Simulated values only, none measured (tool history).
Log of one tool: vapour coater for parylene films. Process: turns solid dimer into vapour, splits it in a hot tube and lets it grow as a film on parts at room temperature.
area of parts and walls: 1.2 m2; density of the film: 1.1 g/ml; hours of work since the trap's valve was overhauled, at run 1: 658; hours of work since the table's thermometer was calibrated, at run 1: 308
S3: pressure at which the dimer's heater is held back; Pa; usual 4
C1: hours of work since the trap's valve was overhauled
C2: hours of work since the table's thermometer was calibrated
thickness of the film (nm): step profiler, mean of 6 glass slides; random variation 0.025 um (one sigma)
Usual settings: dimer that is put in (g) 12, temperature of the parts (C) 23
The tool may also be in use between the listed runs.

{"run": 1, "hour": 0.0, "dimer that is put in (g)": 12, "temperature of the parts (C)": 23, "S3": 4, "C1": 658, "C2": 308, "thickness of the film (nm)": 5840}
{"hour": 16.8, "done": "trap's valve overhauled"}
{"run": 2, "hour": 24.3, "dimer that is put in (g)": 9, "temperature of the parts (C)": 23, "S3": 4, "C1": 6, "C2": 323, "thickness of the film (nm)": 4660}
{"run": 3, "hour": 44.4, "dimer that is put in (g)": 15, "temperature of the parts (C)": 23, "S3": 4, "C1": 21, "C2": 338, "thickness of the film (nm)": 7760}
{"run": 4, "hour": 55.7, "dimer that is put in (g)": 15, "temperature of the parts (C)": 23, "S3": 4, "C1": 29, "C2": 347, "thickness of the film (nm)": 7680}
{"run": 5, "hour": 65.3, "dimer that is put in (g)": 15, "temperature of the parts (C)": 23, "S3": 4, "C1": 37, "C2": 354, "thickness of the film (nm)": 7640}
{"run": 6, "hour": 83.2, "dimer that is put in (g)": 15, "temperature of the parts (C)": 23, "S3": 4, "C1": 50, "C2": 368, "thickness of the film (nm)": 7700}
{"run": 7, "hour": 104.4, "dimer that is put in (g)": 12, "temperature of the parts (C)": 23, "S3": 4, "C1": 66, "C2": 384, "thickness of the film (nm)": 6170}
{"run": 8, "hour": 115.4, "dimer that is put in (g)": 12, "temperature of the parts (C)": 23, "S3": 4, "C1": 74, "C2": 392, "thickness of the film (nm)": 6170}
{"run": 9, "hour": 127.8, "dimer that is put in (g)": 12, "temperature of the parts (C)": 23, "S3": 4, "C1": 84, "C2": 401, "thickness of the film (nm)": 6150}
{"run": 10, "hour": 145.4, "dimer that is put in (g)": 17, "temperature of the parts (C)": 16, "S3": 4.45, "C1": 97, "C2": 414, "thickness of the film (nm)": 10820}
{"run": 11, "hour": 156.8, "dimer that is put in (g)": 17, "temperature of the parts (C)": 16, "S3": 4.45, "C1": 106, "C2": 423, "thickness of the film (nm)": 10790}
{"run": 12, "hour": 175.2, "dimer that is put in (g)": 15, "temperature of the parts (C)": 23, "S3": 6.99, "C1": 120, "C2": 437, "thickness of the film (nm)": 7240}
{"run": 13, "hour": 185.2, "dimer that is put in (g)": 15, "temperature of the parts (C)": 23, "S3": 3.55, "C1": 127, "C2": 445, "thickness of the film (nm)": 7790}
{"run": 14, "hour": 205.3, "dimer that is put in (g)": 12, "temperature of the parts (C)": 16, "S3": 4, "C1": 142, "C2": 460, "thickness of the film (nm)": 7690}
{"run": 15, "hour": 225.2, "dimer that is put in (g)": 12, "temperature of the parts (C)": 16, "S3": 4, "C1": 157, "C2": 475, "thickness of the film (nm)": 7630}
{"run": 16, "hour": 246.3, "dimer that is put in (g)": 8, "temperature of the parts (C)": 16, "S3": 4, "C1": 173, "C2": 491, "thickness of the film (nm)": 5100}

5 ways to go on from here, each from the tool as it stands after run 16. What would each give?
{"run": "A", "hour": 256.4, "dimer that is put in (g)": 7, "temperature of the parts (C)": 23, "S3": 4, "C1": 181, "C2": 498, "thickness of the film (nm)": "?"}
{"run": "B", "hour": 256.4, "dimer that is put in (g)": 13, "temperature of the parts (C)": 16, "S3": 4, "C1": 181, "C2": 498, "thickness of the film (nm)": "?"}
{"run": "C", "hour": 256.4, "dimer that is put in (g)": 8, "temperature of the parts (C)": 19, "S3": 7.89, "C1": 181, "C2": 498, "thickness of the film (nm)": "?"}
{"run": "D", "hour": 256.4, "dimer that is put in (g)": 8, "temperature of the parts (C)": 27, "S3": 4, "C1": 181, "C2": 498, "thickness of the film (nm)": "?"}
{"run": "E", "hour": 256.4, "dimer that is put in (g)": 12, "temperature of the parts (C)": 16, "S3": 4, "C1": 181, "C2": 498, "thickness of the film (nm)": "?"}

run=A thickness_of_the_film_(nm)=3520
run=B thickness_of_the_film_(nm)=8330
run=C thickness_of_the_film_(nm)=4320
run=D thickness_of_the_film_(nm)=3550
run=E thickness_of_the_film_(nm)=7620
Without the tool's hidden state the same runs would have given:
run=A thickness_of_the_film_(nm)=3650
run=B thickness_of_the_film_(nm)=8640
run=C thickness_of_the_film_(nm)=4480
run=D thickness_of_the_film_(nm)=3680
run=E thickness_of_the_film_(nm)=7900

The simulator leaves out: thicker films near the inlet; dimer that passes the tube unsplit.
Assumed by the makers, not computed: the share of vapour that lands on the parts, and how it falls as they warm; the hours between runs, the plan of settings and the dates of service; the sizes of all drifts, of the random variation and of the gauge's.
